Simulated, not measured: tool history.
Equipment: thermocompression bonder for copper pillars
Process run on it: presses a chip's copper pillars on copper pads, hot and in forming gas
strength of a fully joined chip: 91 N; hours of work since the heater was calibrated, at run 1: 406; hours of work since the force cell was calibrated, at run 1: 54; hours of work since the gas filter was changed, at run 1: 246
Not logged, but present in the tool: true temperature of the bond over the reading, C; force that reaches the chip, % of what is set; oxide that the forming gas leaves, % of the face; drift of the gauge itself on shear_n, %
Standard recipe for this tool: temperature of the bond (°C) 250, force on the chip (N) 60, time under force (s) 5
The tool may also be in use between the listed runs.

run   hour  temperature of the bond (°C)  force on the chip (N)  time under force (s)  hours of work since the heater was calibrated  hours of work since the force cell was calibrated  hours of work since the gas filter was changed  force that shears a chip off (N)
  1      0                           250                     60                     5                                            406                                                 54                                             246                              38.8
  2   10.5                           250                     60                     7                                            411                                                 59                                             251                              44.2
  3   21.1                           250                     60                     4                                            416                                                 64                                             256                              36.2
  4   33.4                           250                     60                     6                                            421                                                 69                                             261                              41.1
      35.8  -- forming gas filter changed
  5   45.2                           250                     60                     6                                            427                                                 75                                               4                              42.6
  6   54.1                           250                     60                     6                                            431                                                 79                                               9                              42.6
  7     65                           250                     60                     9                                            436                                                 84                                              14                              49.4
  8     77                           225                     60                     5                                            442                                                 89                                              19                              25.6
  9   87.8                           225                     60                     5                                            447                                                 95                                              24                              25.7
 10   96.1                           250                     60                     5                                            451                                                 98                                              28                              39.9
 11  102.1                           250                     60                     5                                            453                                                101                                              31                              40.2
 12  111.9                           250                     60                     5                                            458                                                106                                              36                              39.6
 13  124.4                           266                     60                     5                                            464                                                112                                              41                              50.2
 14  131.4                           272                     60                     5                                            467                                                115                                              45                              54.4
 15  139.9                           272                     60                     5                                            471                                                119                                              49                              53.7
 16  148.3                           272                     60                     5                                            475                                                123                                              53                                54
 17  157.9                           272                     60                     5                                            479                                                127                                              57                              54.1
 18  165.8                           272                     60                     5                                            483                                                131                                              61                              54.7
 19  176.1                           250                     60                     5                                            488                                                136                                              66                              39.7
 20  182.9                           250                     60                     5                                            491                                                139                                              69                              39.6
 21  190.3                           250                     60                     5                                            495                                                143                                              72                              39.6
 22  201.5                           250                     60                     5                                            500                                                148                                              78                              40.2
 23  211.7                           250                     60                     5                                            505                                                153                                              82                              39.9
 24    219                           274                     45                    13                                            508                                                156                                              86                              59.3
 25  229.8                           223                     60                     7                                            513                                                161                                              91                                28
 26  238.6                           252                     61                     5                                            517                                                165                                              95                              42.2
 27  251.1                           252                     61                     5                                            523                                                171                                             101                              41.6
 28  257.3                           252                     61                     5                                            526                                                174                                             104                                42
 29  262.8                           252                     61                     5                                            529                                                176                                             106                              41.7
 30  270.1                           250                     84                     5                                            532                                                180                                             110                              53.1
 31  282.2                           250                     84                     5                                            538                                                186                                             115                              52.8
 32  289.7                           250                     47                     5                                            541                                                189                                             119                              31.5
 33  300.4                           240                     65                     6                                            546                                                194                                             124                                39
 34  308.5                           263                     60                     5                                            550                                                198                                             128                              48.4
 35  318.3                           263                     60                     5                                            555                                                202                                             132                              47.8
 36  325.3                           263                     37                     8                                            558                                                206                                             136                              36.8
 37  330.7                           263                     37                     8                                            560                                                208                                             138                              36.7
 38  340.2                           224                     60                     5                                            565                                                213                                             142                                25
 39  348.4                           244                     60                     7                                            569                                                217                                             146                              40.6
 40  356.7                           264                     83                    15                                            573                                                220                                             150                              77.4

Alternative continuations, all from the tool just after run 40; predict every row:
  A  362.8                           261                     41                     3                                            575                                                223                                             153                                 ?
  B  362.8                           262                     37                     6                                            575                                                223                                             153                                 ?
  C  362.8                           253                     69                    15                                            575                                                223                                             153                                 ?
  D  362.8                           264                     63                    15                                            575                                                223                                             153                                 ?

run  force that shears a chip off (N)
  A                              27.2
  B                              32.7
  C                                65
  D                              68.7
With the hidden condition removed and each run's random variation left untouched, the same runs would have given:
run  force that shears a chip off (N)
  A                              26.7
  B                              32.2
  C                              64.7
  D                              68.6

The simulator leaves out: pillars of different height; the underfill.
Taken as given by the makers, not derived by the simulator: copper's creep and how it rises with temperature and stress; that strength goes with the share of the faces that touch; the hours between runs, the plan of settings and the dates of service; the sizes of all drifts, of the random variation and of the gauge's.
